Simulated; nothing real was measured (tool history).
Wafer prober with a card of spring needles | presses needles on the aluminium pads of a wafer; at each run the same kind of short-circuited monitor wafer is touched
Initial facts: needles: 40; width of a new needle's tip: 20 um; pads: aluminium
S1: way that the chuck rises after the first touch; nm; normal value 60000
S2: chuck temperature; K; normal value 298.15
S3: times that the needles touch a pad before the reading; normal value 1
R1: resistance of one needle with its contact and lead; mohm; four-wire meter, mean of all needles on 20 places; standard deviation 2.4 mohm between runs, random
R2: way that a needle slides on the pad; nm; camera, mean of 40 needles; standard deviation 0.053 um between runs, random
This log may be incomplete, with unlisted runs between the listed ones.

run	hour	S1	S2	S3	R1	R2
1	0.0	60000	298.15	1	295	7050
# hour 2.2: tips cleaned on abrasive film
# hour 7.5: tips cleaned on abrasive film
# hour 12.8: tips cleaned on abrasive film
2	15.8	60000	298.15	1	291	6870
# hour 18.0: tips cleaned on abrasive film
# hour 23.2: tips cleaned on abrasive film
# hour 28.3: tips cleaned on abrasive film
3	32.4	60000	298.15	1	297	6990
# hour 33.5: tips cleaned on abrasive film
# hour 38.3: tips cleaned on abrasive film
4	42.3	76000	298.15	1	288	8900
# hour 43.4: tips cleaned on abrasive film
# hour 43.7: height of the first contact set anew
# hour 49.0: tips cleaned on abrasive film
# hour 53.8: tips cleaned on abrasive film
5	53.8	60000	298.15	1	273	7820
# hour 58.9: tips cleaned on abrasive film
# hour 64.1: tips cleaned on abrasive film
6	67.1	60000	298.15	1	286	7820
# hour 68.6: tips cleaned on abrasive film
# hour 73.5: tips cleaned on abrasive film
# hour 78.9: tips cleaned on abrasive film
# hour 83.3: tips cleaned on abrasive film
7	83.3	60000	298.15	1	269	7710
# hour 87.6: tips cleaned on abrasive film
# hour 92.7: tips cleaned on abrasive film
8	95.7	52000	298.15	1	297	6700
# hour 97.9: tips cleaned on abrasive film
# hour 102.2: tips cleaned on abrasive film
9	104.7	67000	298.15	1	280	8660
# hour 106.6: tips cleaned on abrasive film
# hour 111.5: tips cleaned on abrasive film
# hour 116.4: tips cleaned on abrasive film
# hour 120.7: tips cleaned on abrasive film
10	122.8	60000	298.15	1	289	7630
# hour 126.0: tips cleaned on abrasive film
# hour 130.3: tips cleaned on abrasive film
# hour 135.1: tips cleaned on abrasive film
11	135.1	41000	298.15	1	281	5100
# hour 139.4: tips cleaned on abrasive film
12	143.2	60000	298.15	2	283	7570
# hour 144.4: tips cleaned on abrasive film
# hour 149.3: tips cleaned on abrasive film
# hour 153.8: tips cleaned on abrasive film
13	153.8	60000	298.15	1	271	7560
# hour 159.0: tips cleaned on abrasive film
# hour 164.3: tips cleaned on abrasive film
14	165.2	60000	299.15	1	284	7500
# hour 169.2: tips cleaned on abrasive film
# hour 173.5: tips cleaned on abrasive film
15	174.1	60000	299.15	1	283	7440
# hour 178.2: tips cleaned on abrasive film
# hour 183.2: tips cleaned on abrasive film
16	183.2	60000	299.15	1	267	7460
# hour 188.1: tips cleaned on abrasive film
# hour 193.1: tips cleaned on abrasive film
# hour 198.0: tips cleaned on abrasive film
17	201.8	77000	298.15	2	277	9600
# hour 203.0: tips cleaned on abrasive film
# hour 208.0: tips cleaned on abrasive film
# hour 213.2: tips cleaned on abrasive film
18	215.7	77000	298.15	1	282	9600
# hour 217.9: tips cleaned on abrasive film
# hour 223.1: tips cleaned on abrasive film
# hour 227.9: tips cleaned on abrasive film
# hour 232.3: tips cleaned on abrasive film
19	232.3	77000	321.15	1	276	9460
# hour 237.3: tips cleaned on abrasive film
20	240.5	77000	321.15	1	287	9580
# hour 242.5: tips cleaned on abrasive film
# hour 247.6: tips cleaned on abrasive film
# hour 252.7: tips cleaned on abrasive film
21	256.1	77000	321.15	1	291	9480
# hour 258.0: tips cleaned on abrasive film
# hour 263.2: tips cleaned on abrasive film
# hour 268.5: tips cleaned on abrasive film
# hour 273.5: tips cleaned on abrasive film
22	274.6	60000	302.15	1	285	7220
# hour 278.8: tips cleaned on abrasive film
# hour 283.9: tips cleaned on abrasive film
# hour 288.8: tips cleaned on abrasive film
23	291.4	60000	302.15	1	292	7340
# hour 293.4: tips cleaned on abrasive film
# hour 298.5: tips cleaned on abrasive film
# hour 303.5: tips cleaned on abrasive film
# hour 307.9: tips cleaned on abrasive film
24	307.9	60000	302.15	1	277	7120
# hour 313.1: tips cleaned on abrasive film
# hour 318.2: tips cleaned on abrasive film
25	320.9	60000	341.15	1	305	7210
# hour 323.1: tips cleaned on abrasive film
# hour 328.4: tips cleaned on abrasive film
# hour 333.2: tips cleaned on abrasive film
26	333.2	60000	341.15	1	289	7190
# hour 338.0: tips cleaned on abrasive film
# hour 342.9: tips cleaned on abrasive film
# hour 347.5: tips cleaned on abrasive film
27	349.2	60000	341.15	1	302	7110
# hour 352.5: tips cleaned on abrasive film
# hour 357.6: tips cleaned on abrasive film
# hour 362.7: tips cleaned on abrasive film
28	363.2	49000	328.15	1	305	5600
# hour 367.5: tips cleaned on abrasive film
# hour 372.5: tips cleaned on abrasive film
# hour 377.8: tips cleaned on abrasive film
29	380.9	63000	298.15	2	285	7430

Alternative continuations, all from the tool just after run 29; predict every row:
# hour 383.1: tips cleaned on abrasive film
# hour 388.2: tips cleaned on abrasive film
# hour 393.4: tips cleaned on abrasive film
A	396.9	73000	301.15	3	?	?
# hour 383.1: tips cleaned on abrasive film
# hour 388.2: tips cleaned on abrasive film
# hour 393.4: tips cleaned on abrasive film
B	396.9	66000	332.15	2	?	?
# hour 383.1: tips cleaned on abrasive film
# hour 388.2: tips cleaned on abrasive film
# hour 393.4: tips cleaned on abrasive film
C	396.9	60000	298.15	2	?	?

run	R1	R2
A	280	8660
B	299	7860
C	296	7110
Take away the tool's hidden state, keep each run's random variation, and the runs would have read:
run	R1	R2
A	269	9400
B	281	8590
C	274	7840

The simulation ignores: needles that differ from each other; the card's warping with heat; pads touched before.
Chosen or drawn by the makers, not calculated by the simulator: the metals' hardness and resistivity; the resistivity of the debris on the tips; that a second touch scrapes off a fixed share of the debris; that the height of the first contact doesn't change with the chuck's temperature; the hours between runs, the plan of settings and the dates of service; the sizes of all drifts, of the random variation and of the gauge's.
